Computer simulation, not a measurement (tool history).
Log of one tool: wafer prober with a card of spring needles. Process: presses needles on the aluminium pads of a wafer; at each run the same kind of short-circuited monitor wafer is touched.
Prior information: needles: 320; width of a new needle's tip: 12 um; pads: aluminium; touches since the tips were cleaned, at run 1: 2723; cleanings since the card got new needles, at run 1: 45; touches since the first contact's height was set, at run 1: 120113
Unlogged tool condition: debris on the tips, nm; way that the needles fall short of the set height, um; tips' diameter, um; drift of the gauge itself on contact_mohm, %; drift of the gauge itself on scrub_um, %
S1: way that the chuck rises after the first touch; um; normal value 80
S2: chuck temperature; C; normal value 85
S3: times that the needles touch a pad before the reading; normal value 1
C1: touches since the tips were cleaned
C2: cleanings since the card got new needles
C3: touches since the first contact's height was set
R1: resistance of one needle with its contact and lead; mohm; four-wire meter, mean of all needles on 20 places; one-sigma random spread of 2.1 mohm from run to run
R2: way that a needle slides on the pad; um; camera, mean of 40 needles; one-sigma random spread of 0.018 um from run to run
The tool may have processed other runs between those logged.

Run 1, day 0: usual settings; C1 2723; C2 45; C3 120113. Result: R1 231 mohm, R2 20.81 um.
At day 0.429: tips cleaned on abrasive film.
At day 0.554: height of the first contact set anew.
Run 2, day 0.979: usual settings; C1 7141; C2 46; C3 5693. Result: R1 232 mohm, R2 20.8 um.
At day 1.112: tips cleaned on abrasive film.
At day 1.771: tips cleaned on abrasive film.
Run 3, day 1.929: usual settings; C1 2144; C2 48; C3 18198. Result: R1 233 mohm, R2 20.77 um.
At day 2.388: tips cleaned on abrasive film.
At day 3.025: tips cleaned on abrasive film.
Run 4, day 3.579: usual settings; C1 7375; C2 50; C3 39967. Result: R1 230 mohm, R2 20.75 um.
At day 3.721: tips cleaned on abrasive film.
At day 4.408: tips cleaned on abrasive film.
Run 5, day 4.771: usual settings but S2 25 C; C1 4844; C2 52; C3 55695. Result: R1 215 mohm, R2 20.73 um.
At day 5.025: tips cleaned on abrasive film.
At day 5.642: tips cleaned on abrasive film.
Run 6, day 6.058: usual settings but S2 25 C; C1 5535; C2 54; C3 72660. Result: R1 215 mohm, R2 20.71 um.
At day 6.338: tips cleaned on abrasive film.
At day 7.071: tips cleaned on abrasive film.
Run 7, day 7.288: usual settings but S2 25 C; C1 2895; C2 56; C3 88874. Result: R1 215 mohm, R2 20.72 um.
At day 7.775: tips cleaned on abrasive film.
At day 8.375: tips cleaned on abrasive film.
Run 8, day 8.558: usual settings but S2 25 C; C1 2392; C2 58; C3 105616. Result: R1 217 mohm, R2 20.71 um.
At day 9.008: tips cleaned on abrasive film.
At day 9.621: tips cleaned on abrasive film.
Run 9, day 9.838: usual settings but S2 25 C; C1 2875; C2 60; C3 122501. Result: R1 215 mohm, R2 20.7 um.
At day 10.212: tips cleaned on abrasive film.
At day 10.225: height of the first contact set anew.
At day 10.854: tips cleaned on abrasive film.
Run 10, day 11.096: usual settings; C1 3231; C2 62; C3 11501. Result: R1 229 mohm, R2 20.7 um.
At day 11.454: tips cleaned on abrasive film.
At day 12.071: tips cleaned on abrasive film.
At day 12.696: tips cleaned on abrasive film.
Run 11, day 12.754: usual settings; C1 771; C2 65; C3 33341. Result: R1 231 mohm, R2 20.66 um.
At day 13.404: tips cleaned on abrasive film.
At day 14.029: tips cleaned on abrasive film.
Run 12, day 14.471: usual settings but S2 83 C; C1 5838; C2 67; C3 55999. Result: R1 225 mohm, R2 20.61 um.
At day 14.738: tips cleaned on abrasive film.
At day 15.408: tips cleaned on abrasive film.
At day 16.025: tips cleaned on abrasive film.
Run 13, day 16.112: usual settings; C1 1185; C2 70; C3 77648. Result: R1 230 mohm, R2 20.6 um.
At day 16.638: tips cleaned on abrasive film.
At day 17.317: tips cleaned on abrasive film.
Run 14, day 17.558: usual settings; C1 3225; C2 72; C3 96757. Result: R1 234 mohm, R2 20.61 um.
At day 17.975: tips cleaned on abrasive film.
Run 15, day 18.296: usual settings; C1 4286; C2 73; C3 106491. Result: R1 234 mohm, R2 20.6 um.
At day 18.579: tips cleaned on abrasive film.
At day 19.275: tips cleaned on abrasive film.
Run 16, day 19.829: usual settings; C1 7330; C2 75; C3 126699. Result: R1 231 mohm, R2 20.56 um.
At day 19.979: tips cleaned on abrasive film.
At day 19.992: height of the first contact set anew.
At day 20.629: tips cleaned on abrasive film.
Run 17, day 21.217: usual settings but S1 87 um, S2 60 C, S3 2; C1 7797; C2 77; C3 16193. Result: R1 224 mohm, R2 22.32 um.
At day 21.358: tips cleaned on abrasive film.
At day 21.975: tips cleaned on abrasive film.
At day 22.654: tips cleaned on abrasive film.
Run 18, day 22.858: usual settings but S1 87 um, S2 33 C, S3 2; C1 2667; C2 80; C3 37810. Result: R1 218 mohm, R2 22.32 um.
At day 23.271: tips cleaned on abrasive film.
At day 23.883: tips cleaned on abrasive film.
Run 19, day 24.429: usual settings but S1 69 um, S2 92 C, S3 2; C1 7237; C2 82; C3 58561. Result: R1 237 mohm, R2 17.71 um.
At day 24.554: tips cleaned on abrasive film.
At day 25.254: tips cleaned on abrasive film.
Run 20, day 25.796: usual settings but S1 76 um, S2 94 C, S3 2; C1 7230; C2 84; C3 76640. Result: R1 236 mohm, R2 19.47 um.
At day 25.888: tips cleaned on abrasive film.
At day 26.508: tips cleaned on abrasive film.
At day 27.133: tips cleaned on abrasive film.
Run 21, day 27.133: usual settings but S2 32 C; C1 0; C2 87; C3 94230. Result: R1 221 mohm, R2 20.5 um.
At day 27.825: tips cleaned on abrasive film.
At day 28.433: tips cleaned on abrasive film.
Run 22, day 28.742: usual settings but S2 29 C; C1 4125; C2 89; C3 115475. Result: R1 217 mohm, R2 20.45 um.
At day 29.104: tips cleaned on abrasive film.
Run 23, day 29.579: usual settings but S2 33 C; C1 6303; C2 90; C3 126511. Result: R1 214 mohm, R2 20.46 um.
At day 29.696: height of the first contact set anew.
At day 29.838: tips cleaned on abrasive film.
At day 30.504: tips cleaned on abrasive film.
At day 31.192: tips cleaned on abrasive film.
Run 24, day 31.304: usual settings but S1 69 um, S2 102 C, S3 2; C1 1458; C2 93; C3 21193. Result: R1 236 mohm, R2 17.59 um.
At day 31.912: tips cleaned on abrasive film.
At day 32.629: tips cleaned on abrasive film.
Run 25, day 32.738: usual settings but S2 100 C; C1 1469; C2 95; C3 40132. Result: R1 233 mohm, R2 20.42 um.
At day 33.262: tips cleaned on abrasive film.
Run 26, day 33.538: usual settings but S1 77 um, S3 3; C1 3651; C2 96; C3 50677. Result: R1 232 mohm, R2 19.64 um.
At day 33.917: tips cleaned on abrasive film.
Run 27, day 34.317: usual settings but S1 90 um, S2 31 C, S3 2; C1 5294; C2 97; C3 60988. Result: R1 215 mohm, R2 22.95 um.
At day 34.55: tips cleaned on abrasive film.
At day 35.262: tips cleaned on abrasive film.
Run 28, day 35.288: usual settings but S1 90 um, S2 31 C, S3 2; C1 337; C2 99; C3 73763. Result: R1 217 mohm, R2 22.94 um.
At day 35.912: tips cleaned on abrasive film.
At day 36.529: tips cleaned on abrasive film.
Run 29, day 36.608: usual settings but S1 90 um, S2 31 C, S3 2; C1 1082; C2 101; C3 91213. Result: R1 215 mohm, R2 22.95 um.
At day 37.158: tips cleaned on abrasive film.
At day 37.875: tips cleaned on abrasive film.
Run 30, day 37.992: usual settings but S1 63 um, S2 59 C, S3 2; C1 1517; C2 103; C3 109443. Result: R1 228 mohm, R2 16.02 um.
At day 38.538: tips cleaned on abrasive film.
At day 39.146: tips cleaned on abrasive film.
At day 39.396: height of the first contact set anew.
Run 31, day 39.421: usual settings but S3 2; C1 3484; C2 105; C3 363. Result: R1 231 mohm, R2 20.34 um.

What differs in the tool's unlogged condition from the final listed run ahead of each entry between runs to the first listed run following it?
Run 1 -> run 2: tips cleaned on abrasive film (day 0.429); height of the first contact set anew (day 0.554)
  debris on the tips, nm: 0.4 -> 0.5; drift of the gauge itself on scrub_um, %: 0 -> -0.06
  measured result minus the result with no hidden state, R2: +0 -> -0.01 um
Run 2 -> run 3: tips cleaned on abrasive film (day 1.112); tips cleaned on abrasive film (day 1.771)
  debris on the tips, nm: 0.5 -> 0.4; drift of the gauge itself on scrub_um, %: -0.06 -> -0.11
  measured result minus the result with no hidden state, R2: -0.01 -> -0.03 um
Run 3 -> run 4: tips cleaned on abrasive film (day 2.388); tips cleaned on abrasive film (day 3.025)
  debris on the tips, nm: 0.4 -> 0.5; drift of the gauge itself on scrub_um, %: -0.11 -> -0.21
  measured result minus the result with no hidden state, R2: -0.03 -> -0.04 um
Run 4 -> run 5: tips cleaned on abrasive film (day 3.721); tips cleaned on abrasive film (day 4.408)
  drift of the gauge itself on scrub_um, %: -0.21 -> -0.28
  measured result minus the result with no hidden state, R2: -0.04 -> -0.06 um
Run 5 -> run 6: tips cleaned on abrasive film (day 5.025); tips cleaned on abrasive film (day 5.642)
  drift of the gauge itself on scrub_um, %: -0.28 -> -0.35
  measured result minus the result with no hidden state, R2: -0.06 -> -0.08 um
Run 6 -> run 7: tips cleaned on abrasive film (day 6.338); tips cleaned on abrasive film (day 7.071)
  debris on the tips, nm: 0.5 -> 0.4; drift of the gauge itself on scrub_um, %: -0.35 -> -0.42
  measured result minus the result with no hidden state, R2: -0.08 -> -0.09 um
Run 7 -> run 8: tips cleaned on abrasive film (day 7.775); tips cleaned on abrasive film (day 8.375)
  drift of the gauge itself on scrub_um, %: -0.42 -> -0.49
  measured result minus the result with no hidden state, R2: -0.09 -> -0.1 um
Run 8 -> run 9: tips cleaned on abrasive film (day 9.008); tips cleaned on abrasive film (day 9.621)
  drift of the gauge itself on scrub_um, %: -0.49 -> -0.57
  measured result minus the result with no hidden state, R2: -0.1 -> -0.11 um
Run 9 -> run 10: tips cleaned on abrasive film (day 10.212); height of the first contact set anew (day 10.225); tips cleaned on abrasive film (day 10.854)
  drift of the gauge itself on scrub_um, %: -0.57 -> -0.64
  measured result minus the result with no hidden state, R2: -0.11 -> -0.13 um
Run 10 -> run 11: tips cleaned on abrasive film (day 11.454); tips cleaned on abrasive film (day 12.071); tips cleaned on abrasive film (day 12.696)
  debris on the tips, nm: 0.4 -> 0.2; drift of the gauge itself on scrub_um, %: -0.64 -> -0.74
  measured result minus the result with no hidden state, R2: -0.13 -> -0.15 um
Run 11 -> run 12: tips cleaned on abrasive film (day 13.404); tips cleaned on abrasive film (day 14.029)
  debris on the tips, nm: 0.2 -> 0.5; drift of the gauge itself on scrub_um, %: -0.74 -> -0.84
  measured result minus the result with no hidden state, R2: -0.15 -> -0.18 um
Run 12 -> run 13: tips cleaned on abrasive film (day 14.738); tips cleaned on abrasive film (day 15.408); tips cleaned on abrasive film (day 16.025)
  debris on the tips, nm: 0.5 -> 0.2; drift of the gauge itself on scrub_um, %: -0.84 -> -0.93
  measured result minus the result with no hidden state, R2: -0.18 -> -0.19 um
Run 13 -> run 14: tips cleaned on abrasive film (day 16.638); tips cleaned on abrasive film (day 17.317)
  debris on the tips, nm: 0.2 -> 0.4; drift of the gauge itself on scrub_um, %: -0.93 -> -1.02
  measured result minus the result with no hidden state, R2: -0.19 -> -0.21 um
Run 14 -> run 15: tips cleaned on abrasive film (day 17.975)
  debris on the tips, nm: 0.4 -> 0.5; drift of the gauge itself on scrub_um, %: -1.02 -> -1.06
  measured result minus the result with no hidden state, R2: -0.21 -> -0.22 um
Run 15 -> run 16: tips cleaned on abrasive film (day 18.579); tips cleaned on abrasive film (day 19.275)
  drift of the gauge itself on scrub_um, %: -1.06 -> -1.15
  measured result minus the result with no hidden state, R2: -0.22 -> -0.24 um
Run 16 -> run 17: tips cleaned on abrasive film (day 19.979); height of the first contact set anew (day 19.992); tips cleaned on abrasive film (day 20.629)
  drift of the gauge itself on scrub_um, %: -1.15 -> -1.23
  measured result minus the result with no hidden state, R2: -0.24 -> -0.27 um
Run 17 -> run 18: tips cleaned on abrasive film (day 21.358); tips cleaned on abrasive film (day 21.975); tips cleaned on abrasive film (day 22.654)
  debris on the tips, nm: 0.5 -> 0.4; drift of the gauge itself on scrub_um, %: -1.23 -> -1.32
  measured result minus the result with no hidden state, R2: -0.27 -> -0.3 um
Run 18 -> run 19: tips cleaned on abrasive film (day 23.271); tips cleaned on abrasive film (day 23.883)
  debris on the tips, nm: 0.4 -> 0.5; drift of the gauge itself on scrub_um, %: -1.32 -> -1.41
  measured result minus the result with no hidden state, R2: -0.3 -> -0.26 um
Run 19 -> run 20: tips cleaned on abrasive film (day 24.554); tips cleaned on abrasive film (day 25.254)
  drift of the gauge itself on scrub_um, %: -1.41 -> -1.49
  measured result minus the result with no hidden state, R2: -0.26 -> -0.29 um
Run 20 -> run 21: tips cleaned on abrasive film (day 25.888); tips cleaned on abrasive film (day 26.508); tips cleaned on abrasive film (day 27.133)
  debris on the tips, nm: 0.5 -> 0; tips' diameter, um: 12 -> 12.01; drift of the gauge itself on scrub_um, %: -1.49 -> -1.57
  measured result minus the result with no hidden state, R2: -0.29 -> -0.33 um
Run 21 -> run 22: tips cleaned on abrasive film (day 27.825); tips cleaned on abrasive film (day 28.433)
  debris on the tips, nm: 0 -> 0.4; drift of the gauge itself on scrub_um, %: -1.57 -> -1.66
  measured result minus the result with no hidden state, R2: -0.33 -> -0.34 um
Run 22 -> run 23: tips cleaned on abrasive film (day 29.104)
  debris on the tips, nm: 0.4 -> 0.5; drift of the gauge itself on scrub_um, %: -1.66 -> -1.71
  measured result minus the result with no hidden state, R2: -0.34 -> -0.35 um
Run 23 -> run 24: height of the first contact set anew (day 29.696); tips cleaned on abrasive film (day 29.838); tips cleaned on abrasive film (day 30.504); tips cleaned on abrasive film (day 31.192)
  debris on the tips, nm: 0.5 -> 0.3; drift of the gauge itself on scrub_um, %: -1.71 -> -1.81
  measured result minus the result with no hidden state, R2: -0.35 -> -0.33 um
Run 24 -> run 25: tips cleaned on abrasive film (day 31.912); tips cleaned on abrasive film (day 32.629)
  debris on the tips, nm: 0.3 -> 0.2; drift of the gauge itself on scrub_um, %: -1.81 -> -1.89
  measured result minus the result with no hidden state, R2: -0.33 -> -0.39 um
Run 25 -> run 26: tips cleaned on abrasive film (day 33.262)
  debris on the tips, nm: 0.2 -> 0.4; drift of the gauge itself on scrub_um, %: -1.89 -> -1.94
  measured result minus the result with no hidden state, R2: -0.39 -> -0.39 um
Run 26 -> run 27: tips cleaned on abrasive film (day 33.917)
  debris on the tips, nm: 0.4 -> 0.5; drift of the gauge itself on scrub_um, %: -1.94 -> -1.98
  measured result minus the result with no hidden state, R2: -0.39 -> -0.46 um
Run 27 -> run 28: tips cleaned on abrasive film (day 34.55); tips cleaned on abrasive film (day 35.262)
  debris on the tips, nm: 0.5 -> 0.1; drift of the gauge itself on scrub_um, %: -1.98 -> -2.04
  measured result minus the result with no hidden state, R2: -0.46 -> -0.47 um
Run 28 -> run 29: tips cleaned on abrasive film (day 35.912); tips cleaned on abrasive film (day 36.529)
  debris on the tips, nm: 0.1 -> 0.2; drift of the gauge itself on scrub_um, %: -2.04 -> -2.12
  measured result minus the result with no hidden state, R2: -0.47 -> -0.5 um
Run 29 -> run 30: tips cleaned on abrasive film (day 37.158); tips cleaned on abrasive film (day 37.875)
  debris on the tips, nm: 0.2 -> 0.3; drift of the gauge itself on scrub_um, %: -2.12 -> -2.2
  measured result minus the result with no hidden state, R2: -0.5 -> -0.36 um
Run 30 -> run 31: tips cleaned on abrasive film (day 38.538); tips cleaned on abrasive film (day 39.146); height of the first contact set anew (day 39.396)
  debris on the tips, nm: 0.3 -> 0.4; drift of the gauge itself on scrub_um, %: -2.2 -> -2.28
  measured result minus the result with no hidden state, R2: -0.36 -> -0.48 um
